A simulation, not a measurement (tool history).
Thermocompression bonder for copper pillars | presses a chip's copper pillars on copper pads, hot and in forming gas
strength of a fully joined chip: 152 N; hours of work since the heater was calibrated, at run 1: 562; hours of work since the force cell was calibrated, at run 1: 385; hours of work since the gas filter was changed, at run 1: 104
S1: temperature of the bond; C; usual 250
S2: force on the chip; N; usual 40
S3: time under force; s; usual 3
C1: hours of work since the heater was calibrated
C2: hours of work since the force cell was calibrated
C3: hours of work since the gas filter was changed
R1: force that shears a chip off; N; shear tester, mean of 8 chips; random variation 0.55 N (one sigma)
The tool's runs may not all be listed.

{"run": 1, "hour": 0.0, "S1": 250, "S2": 40, "S3": 3, "C1": 562, "C2": 385, "C3": 104, "R1": 101.2}
{"run": 2, "hour": 18.4, "S1": 280, "S2": 40, "S3": 3, "C1": 575, "C2": 398, "C3": 116, "R1": 122.1}
{"run": 3, "hour": 36.1, "S1": 280, "S2": 40, "S3": 6, "C1": 587, "C2": 410, "C3": 128, "R1": 137.9}
{"run": 4, "hour": 52.8, "S1": 250, "S2": 40, "S3": 3, "C1": 598, "C2": 421, "C3": 139, "R1": 101.6}
{"run": 5, "hour": 71.2, "S1": 250, "S2": 40, "S3": 3, "C1": 610, "C2": 433, "C3": 152, "R1": 100.7}
{"run": 6, "hour": 83.8, "S1": 250, "S2": 40, "S3": 3, "C1": 619, "C2": 442, "C3": 160, "R1": 101.4}
{"run": 7, "hour": 100.0, "S1": 250, "S2": 40, "S3": 2, "C1": 630, "C2": 453, "C3": 171, "R1": 89.2}
{"run": 8, "hour": 115.1, "S1": 250, "S2": 40, "S3": 2, "C1": 640, "C2": 463, "C3": 181, "R1": 90.4}
{"run": 9, "hour": 132.4, "S1": 250, "S2": 40, "S3": 4, "C1": 652, "C2": 474, "C3": 193, "R1": 109.9}
{"run": 10, "hour": 146.7, "S1": 250, "S2": 40, "S3": 3, "C1": 661, "C2": 484, "C3": 202, "R1": 101.5}

Forecast run 11:
{"run": 11, "hour": 163.0, "S1": 250, "S2": 40, "S3": 3, "C1": 672, "C2": 495, "C3": 213, "R1": "?"}

R1: 101.6 N
Without the tool's hidden state the same run would have given R1 101.7 N.
